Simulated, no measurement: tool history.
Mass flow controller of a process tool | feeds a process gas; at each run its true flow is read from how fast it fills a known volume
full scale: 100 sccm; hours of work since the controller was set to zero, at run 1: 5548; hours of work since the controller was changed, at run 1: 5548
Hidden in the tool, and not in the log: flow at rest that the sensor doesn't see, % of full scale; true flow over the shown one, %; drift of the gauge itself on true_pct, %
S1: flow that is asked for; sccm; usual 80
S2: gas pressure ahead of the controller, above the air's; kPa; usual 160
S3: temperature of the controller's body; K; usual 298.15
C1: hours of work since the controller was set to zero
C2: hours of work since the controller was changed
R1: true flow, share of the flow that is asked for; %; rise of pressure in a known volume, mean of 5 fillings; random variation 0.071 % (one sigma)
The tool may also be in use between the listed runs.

| run | hour | S1 | S2 | S3 | C1 | C2 | R1 |
|---|---|---|---|---|---|---|---|
| 1 | 0.0 | 80 | 160 | 298.15 | 5548 | 5548 | 99.11 |
| 2 | 462.0 | 80 | 160 | 298.15 | 5769 | 5769 | 99.15 |
| 3 | 847.4 | 80 | 160 | 298.15 | 5954 | 5954 | 99.27 |
| 4 | 1143.4 | 80 | 160 | 298.15 | 6096 | 6096 | 99.13 |
| 5 | 1522.0 | 64 | 160 | 298.15 | 6278 | 6278 | 99.43 |
| 6 | 2073.0 | 64 | 208 | 298.15 | 6542 | 6542 | 99.82 |
| 7 | 2517.8 | 80 | 236 | 298.15 | 6755 | 6755 | 99.85 |
| 8 | 3106.3 | 80 | 160 | 298.15 | 7038 | 7038 | 99.10 |
| 9 | 3664.2 | 80 | 160 | 298.15 | 7305 | 7305 | 99.28 |
| 10 | 4065.4 | 15 | 160 | 298.15 | 7498 | 7498 | 105.82 |
| 11 | 4323.2 | 15 | 160 | 298.15 | 7621 | 7621 | 105.73 |
| 12 | 4756.5 | 15 | 160 | 298.15 | 7829 | 7829 | 106.04 |
| 13 | 5029.2 | 80 | 160 | 311.15 | 7960 | 7960 | 99.57 |
| 14 | 5600.3 | 80 | 160 | 298.15 | 8234 | 8234 | 99.13 |
|  | 5829.5 | controller's zero set anew |
| 15 | 5962.2 | 80 | 145 | 298.15 | 64 | 8407 | 97.23 |
| 16 | 6276.3 | 80 | 145 | 298.15 | 214 | 8558 | 97.26 |
| 17 | 6682.4 | 80 | 194 | 298.15 | 409 | 8753 | 97.55 |
| 18 | 7022.0 | 80 | 194 | 298.15 | 572 | 8916 | 97.56 |
| 19 | 7307.3 | 80 | 194 | 298.15 | 709 | 9052 | 97.57 |
| 20 | 7797.6 | 38 | 160 | 298.15 | 944 | 9288 | 97.27 |
| 21 | 8275.1 | 80 | 144 | 298.15 | 1173 | 9517 | 97.18 |
| 22 | 8623.1 | 80 | 144 | 298.15 | 1340 | 9684 | 97.06 |
| 23 | 8863.5 | 80 | 144 | 298.15 | 1455 | 9799 | 97.08 |
| 24 | 9392.3 | 80 | 144 | 298.15 | 1709 | 10053 | 97.09 |
| 25 | 9711.1 | 80 | 226 | 300.15 | 1862 | 10205 | 97.88 |
| 26 | 10299.8 | 23 | 226 | 297.15 | 2144 | 10488 | 98.40 |
| 27 | 10662.0 | 73 | 247 | 298.15 | 2318 | 10662 | 97.77 |
| 28 | 11095.0 | 80 | 160 | 311.15 | 2526 | 10869 | 97.75 |
| 29 | 11456.7 | 37 | 265 | 306.15 | 2699 | 11043 | 98.60 |
| 30 | 12046.8 | 31 | 265 | 306.15 | 2982 | 11326 | 98.89 |
| 31 | 12566.5 | 57 | 274 | 298.15 | 3231 | 11575 | 98.16 |
| 32 | 12836.9 | 14 | 160 | 298.15 | 3361 | 11705 | 100.16 |
| 33 | 13291.0 | 14 | 160 | 298.15 | 3579 | 11923 | 100.41 |
| 34 | 13595.6 | 14 | 160 | 298.15 | 3725 | 12069 | 100.39 |
| 35 | 14049.0 | 30 | 153 | 298.15 | 3943 | 12286 | 98.30 |
| 36 | 14364.1 | 30 | 153 | 298.15 | 4094 | 12437 | 98.26 |
| 37 | 14769.3 | 80 | 150 | 294.15 | 4288 | 12632 | 96.80 |
| 38 | 15065.5 | 80 | 160 | 307.15 | 4430 | 12774 | 97.38 |
| 39 | 15608.6 | 80 | 208 | 302.15 | 4691 | 13034 | 97.52 |
| 40 | 15866.5 | 56 | 208 | 298.15 | 4814 | 13158 | 97.66 |
| 41 | 16341.9 | 80 | 154 | 294.15 | 5042 | 13386 | 96.82 |
| 42 | 16618.3 | 80 | 154 | 294.15 | 5175 | 13519 | 96.76 |
|  | 16854.7 | controller exchanged for a calibrated one |
| 43 | 17042.8 | 11 | 157 | 312.15 | 90 | 90 | 100.02 |
| 44 | 17548.3 | 80 | 160 | 303.15 | 333 | 333 | 99.73 |
| 45 | 17865.3 | 80 | 160 | 303.15 | 485 | 485 | 99.82 |
| 46 | 18233.0 | 14 | 214 | 311.15 | 661 | 661 | 100.68 |
| 47 | 18666.4 | 80 | 194 | 300.15 | 869 | 869 | 100.00 |

The same runs without the tool's hidden state, with the same run-to-run variation:
| run | R1 |
|---|---|
| 1 | 99.42 |
| 2 | 99.47 |
| 3 | 99.61 |
| 4 | 99.47 |
| 5 | 99.45 |
| 6 | 99.85 |
| 7 | 100.24 |
| 8 | 99.51 |
| 9 | 99.71 |
| 10 | 99.31 |
| 11 | 99.13 |
| 12 | 99.26 |
| 13 | 100.04 |
| 14 | 99.63 |
| 15 | 99.48 |
| 16 | 99.51 |
| 17 | 99.80 |
| 18 | 99.82 |
| 19 | 99.85 |
| 20 | 99.30 |
| 21 | 99.49 |
| 22 | 99.37 |
| 23 | 99.41 |
| 24 | 99.43 |
| 25 | 100.24 |
| 26 | 99.57 |
| 27 | 100.12 |
| 28 | 100.15 |
| 29 | 100.33 |
| 30 | 100.30 |
| 31 | 100.34 |
| 32 | 99.18 |
| 33 | 99.24 |
| 34 | 99.08 |
| 35 | 99.39 |
| 36 | 99.30 |
| 37 | 99.34 |
| 38 | 99.93 |
| 39 | 100.09 |
| 40 | 99.79 |
| 41 | 99.41 |
| 42 | 99.36 |
| 43 | 99.85 |
| 44 | 99.75 |
| 45 | 99.85 |
| 46 | 100.05 |
| 47 | 100.06 |
